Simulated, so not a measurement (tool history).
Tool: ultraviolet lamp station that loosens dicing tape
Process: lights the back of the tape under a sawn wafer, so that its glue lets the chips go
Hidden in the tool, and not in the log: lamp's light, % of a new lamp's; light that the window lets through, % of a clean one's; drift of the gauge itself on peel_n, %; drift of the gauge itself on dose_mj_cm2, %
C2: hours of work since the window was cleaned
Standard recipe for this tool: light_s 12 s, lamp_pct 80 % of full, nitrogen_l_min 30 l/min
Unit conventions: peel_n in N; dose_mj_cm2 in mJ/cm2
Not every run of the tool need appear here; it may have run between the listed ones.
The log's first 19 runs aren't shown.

{"run": 20, "day": 11.108, "light_s": 22, "lamp_pct": 95, "nitrogen_l_min": 30, "hours of work of the lamp": 185, "C2": 83, "peel_n": 0.083, "dose_mj_cm2": 549}
{"day": 11.212, "done": "window cleaned of glue's vapour, once more"}
{"run": 21, "day": 11.875, "light_s": 14, "lamp_pct": 86, "nitrogen_l_min": 23, "hours of work of the lamp": 197, "C2": 10, "peel_n": 0.387, "dose_mj_cm2": 367}
{"run": 22, "day": 12.7, "light_s": 12, "lamp_pct": 80, "nitrogen_l_min": 34, "hours of work of the lamp": 209, "C2": 23, "peel_n": 0.504, "dose_mj_cm2": 290}
{"run": 23, "day": 13.162, "light_s": 12, "lamp_pct": 80, "nitrogen_l_min": 34, "hours of work of the lamp": 217, "C2": 30, "peel_n": 0.506, "dose_mj_cm2": 289}
{"run": 24, "day": 13.908, "light_s": 22, "lamp_pct": 74, "nitrogen_l_min": 48, "hours of work of the lamp": 228, "C2": 41, "peel_n": 0.078, "dose_mj_cm2": 484}
{"run": 25, "day": 14.554, "light_s": 12, "lamp_pct": 86, "nitrogen_l_min": 27, "hours of work of the lamp": 238, "C2": 51, "peel_n": 0.555, "dose_mj_cm2": 298}
{"run": 26, "day": 15.358, "light_s": 12, "lamp_pct": 86, "nitrogen_l_min": 27, "hours of work of the lamp": 250, "C2": 64, "peel_n": 0.557, "dose_mj_cm2": 299}
{"run": 27, "day": 15.85, "light_s": 12, "lamp_pct": 86, "nitrogen_l_min": 27, "hours of work of the lamp": 258, "C2": 71, "peel_n": 0.605, "dose_mj_cm2": 296}
{"run": 28, "day": 16.738, "light_s": 9, "lamp_pct": 98, "nitrogen_l_min": 17, "hours of work of the lamp": 272, "C2": 85, "peel_n": 1.349, "dose_mj_cm2": 250}
{"run": 29, "day": 17.358, "light_s": 9, "lamp_pct": 98, "nitrogen_l_min": 17, "hours of work of the lamp": 281, "C2": 95, "peel_n": 1.345, "dose_mj_cm2": 247}
{"run": 30, "day": 17.979, "light_s": 6, "lamp_pct": 78, "nitrogen_l_min": 15, "hours of work of the lamp": 291, "C2": 104, "peel_n": 3.956, "dose_mj_cm2": 133}
{"run": 31, "day": 18.879, "light_s": 6, "lamp_pct": 78, "nitrogen_l_min": 15, "hours of work of the lamp": 305, "C2": 118, "peel_n": 3.912, "dose_mj_cm2": 126}

Here are 3 independent what-if runs from the current tool condition. What would each one return?
{"run": "A", "day": 19.525, "light_s": 12, "lamp_pct": 80, "nitrogen_l_min": 42, "hours of work of the lamp": 315, "C2": 128, "peel_n": "?", "dose_mj_cm2": "?"}
{"run": "B", "day": 19.525, "light_s": 8, "lamp_pct": 88, "nitrogen_l_min": 15, "hours of work of the lamp": 315, "C2": 128, "peel_n": "?", "dose_mj_cm2": "?"}
{"run": "C", "day": 19.525, "light_s": 12, "lamp_pct": 80, "nitrogen_l_min": 13, "hours of work of the lamp": 315, "C2": 128, "peel_n": "?", "dose_mj_cm2": "?"}

run=A peel_n=0.552 dose_mj_cm2=260
run=B peel_n=2.359 dose_mj_cm2=194
run=C peel_n=1.525 dose_mj_cm2=265
Take away the tool's hidden state, keep each run's random variation, and the runs would have read:
run=A peel_n=0.339 dose_mj_cm2=308
run=B peel_n=1.789 dose_mj_cm2=229
run=C peel_n=1.075 dose_mj_cm2=314

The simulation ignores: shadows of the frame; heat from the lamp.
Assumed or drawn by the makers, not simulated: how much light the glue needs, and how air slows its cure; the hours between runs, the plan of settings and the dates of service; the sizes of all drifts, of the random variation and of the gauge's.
